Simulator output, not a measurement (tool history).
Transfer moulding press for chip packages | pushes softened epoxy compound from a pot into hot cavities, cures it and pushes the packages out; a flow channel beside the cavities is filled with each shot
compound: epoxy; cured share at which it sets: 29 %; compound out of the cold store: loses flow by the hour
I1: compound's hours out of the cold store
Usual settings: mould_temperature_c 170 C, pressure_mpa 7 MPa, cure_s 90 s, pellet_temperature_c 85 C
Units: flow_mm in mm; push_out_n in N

{"run": 1, "hour": 0.0, "mould_temperature_c": 170, "pressure_mpa": 7, "cure_s": 90, "pellet_temperature_c": 85, "I1": 36.9, "flow_mm": 493, "push_out_n": 887}
{"run": 2, "hour": 15.9, "mould_temperature_c": 170, "pressure_mpa": 7, "cure_s": 90, "pellet_temperature_c": 85, "I1": 20.9, "flow_mm": 525, "push_out_n": 1042}
{"run": 3, "hour": 32.6, "mould_temperature_c": 170, "pressure_mpa": 7, "cure_s": 90, "pellet_temperature_c": 85, "I1": 47.6, "flow_mm": 470, "push_out_n": 1044}
{"hour": 53.2, "done": "cavities cleaned with cleaning compound and waxed"}
{"run": 4, "hour": 54.9, "mould_temperature_c": 170, "pressure_mpa": 7, "cure_s": 74, "pellet_temperature_c": 85, "I1": 12.2, "flow_mm": 544, "push_out_n": 1800}
{"run": 5, "hour": 68.2, "mould_temperature_c": 170, "pressure_mpa": 7, "cure_s": 90, "pellet_temperature_c": 81, "I1": 41.8, "flow_mm": 483, "push_out_n": 1197}
{"run": 6, "hour": 83.6, "mould_temperature_c": 170, "pressure_mpa": 7, "cure_s": 90, "pellet_temperature_c": 81, "I1": 16.8, "flow_mm": 526, "push_out_n": 1268}
{"run": 7, "hour": 95.0, "mould_temperature_c": 170, "pressure_mpa": 7, "cure_s": 90, "pellet_temperature_c": 81, "I1": 42.2, "flow_mm": 481, "push_out_n": 1167}
{"run": 8, "hour": 114.5, "mould_temperature_c": 170, "pressure_mpa": 7, "cure_s": 90, "pellet_temperature_c": 78, "I1": 44.1, "flow_mm": 471, "push_out_n": 1182}
{"hour": 128.0, "done": "cavities cleaned with cleaning compound and waxed"}
{"run": 9, "hour": 133.6, "mould_temperature_c": 170, "pressure_mpa": 7, "cure_s": 90, "pellet_temperature_c": 78, "I1": 34.8, "flow_mm": 492, "push_out_n": 662}
{"run": 10, "hour": 150.8, "mould_temperature_c": 170, "pressure_mpa": 7, "cure_s": 90, "pellet_temperature_c": 78, "I1": 46.8, "flow_mm": 468, "push_out_n": 887}
{"run": 11, "hour": 166.2, "mould_temperature_c": 170, "pressure_mpa": 7, "cure_s": 90, "pellet_temperature_c": 85, "I1": 15.7, "flow_mm": 530, "push_out_n": 1034}
{"hour": 175.7, "done": "mould's thermocouples calibrated"}
{"run": 12, "hour": 184.1, "mould_temperature_c": 170, "pressure_mpa": 7, "cure_s": 90, "pellet_temperature_c": 81, "I1": 47.8, "flow_mm": 461, "push_out_n": 1033}
{"run": 13, "hour": 197.6, "mould_temperature_c": 170, "pressure_mpa": 7, "cure_s": 90, "pellet_temperature_c": 81, "I1": 18.3, "flow_mm": 515, "push_out_n": 1137}
{"hour": 203.3, "done": "cavities cleaned with cleaning compound and waxed, once more"}
{"hour": 223.3, "done": "plunger's sealing rings changed"}
{"run": 14, "hour": 229.4, "mould_temperature_c": 170, "pressure_mpa": 7, "cure_s": 90, "pellet_temperature_c": 81, "I1": 25.9, "flow_mm": 524, "push_out_n": 860}
{"run": 15, "hour": 254.7, "mould_temperature_c": 170, "pressure_mpa": 7.62, "cure_s": 90, "pellet_temperature_c": 81, "I1": 36, "flow_mm": 518, "push_out_n": 1030}
{"run": 16, "hour": 274.8, "mould_temperature_c": 170, "pressure_mpa": 6.48, "cure_s": 74, "pellet_temperature_c": 80, "I1": 28.6, "flow_mm": 491, "push_out_n": 1644}
{"hour": 280.5, "done": "cavities cleaned with cleaning compound and waxed"}
{"run": 17, "hour": 291.3, "mould_temperature_c": 172, "pressure_mpa": 7.88, "cure_s": 103, "pellet_temperature_c": 92, "I1": 26.1, "flow_mm": 544, "push_out_n": 586}
{"run": 18, "hour": 316.3, "mould_temperature_c": 170, "pressure_mpa": 8.01, "cure_s": 90, "pellet_temperature_c": 79, "I1": 33.6, "flow_mm": 536, "push_out_n": 1012}
{"run": 19, "hour": 328.2, "mould_temperature_c": 177, "pressure_mpa": 6.06, "cure_s": 94, "pellet_temperature_c": 94, "I1": 9.1, "flow_mm": 507, "push_out_n": 816}
{"hour": 355.0, "done": "cavities cleaned with cleaning compound and waxed"}
{"run": 20, "hour": 355.0, "mould_temperature_c": 168, "pressure_mpa": 7.61, "cure_s": 94, "pellet_temperature_c": 94, "I1": 9.2, "flow_mm": 575, "push_out_n": 602}
{"run": 21, "hour": 371.2, "mould_temperature_c": 170, "pressure_mpa": 7.76, "cure_s": 90, "pellet_temperature_c": 95, "I1": 15, "flow_mm": 562, "push_out_n": 829}
{"run": 22, "hour": 386.3, "mould_temperature_c": 177, "pressure_mpa": 6.68, "cure_s": 90, "pellet_temperature_c": 95, "I1": 44.6, "flow_mm": 461, "push_out_n": 758}
{"run": 23, "hour": 410.4, "mould_temperature_c": 171, "pressure_mpa": 8.7, "cure_s": 90, "pellet_temperature_c": 86, "I1": 39.2, "flow_mm": 539, "push_out_n": 994}
{"hour": 429.0, "done": "cavities cleaned with cleaning compound and waxed"}
{"run": 24, "hour": 439.6, "mould_temperature_c": 170, "pressure_mpa": 7, "cure_s": 70, "pellet_temperature_c": 85, "I1": 11, "flow_mm": 540, "push_out_n": 1343}
{"run": 25, "hour": 465.7, "mould_temperature_c": 170, "pressure_mpa": 8.14, "cure_s": 122, "pellet_temperature_c": 77, "I1": 15.3, "flow_mm": 572, "push_out_n": 747}
{"run": 26, "hour": 481.6, "mould_temperature_c": 170, "pressure_mpa": 8.14, "cure_s": 122, "pellet_temperature_c": 77, "I1": 28.7, "flow_mm": 535, "push_out_n": 793}
{"hour": 505.2, "done": "cavities cleaned with cleaning compound and waxed"}
{"run": 27, "hour": 509.4, "mould_temperature_c": 176, "pressure_mpa": 6.52, "cure_s": 93, "pellet_temperature_c": 87, "I1": 21.3, "flow_mm": 487, "push_out_n": 488}

Hidden state or all else? Some run-to-run changes of flow_mm, split into what the settings, what came in and random variation would give without the hidden state, and what is left for the hidden state (with any gauge scatter that isn't in both results):
The hidden state here: true mould temperature over the reading, C; pressure that reaches the compound, % of what is set; grip of the stained cavities, % over clean ones'; drift of the gauge itself on flow_mm, %; drift of the gauge itself on push_out_n, %.
Run 12 -> 13: no setting changed, nothing entered. flow_mm +54 mm: hidden state -4, all else +58.
Run 13 -> 14: cavities cleaned with cleaning compound and waxed, once more, plunger's sealing rings changed. flow_mm +9 mm: hidden state +19, all else -10.
Run 21 -> 22: mould_temperature_c 170 -> 177, pressure_mpa 7.76 -> 6.68. flow_mm -101 mm: hidden state +0, all else -101.
Run 22 -> 23: mould_temperature_c 177 -> 171, pressure_mpa 6.68 -> 8.7, pellet_temperature_c 95 -> 86. flow_mm +78 mm: hidden state -3, all else +81.
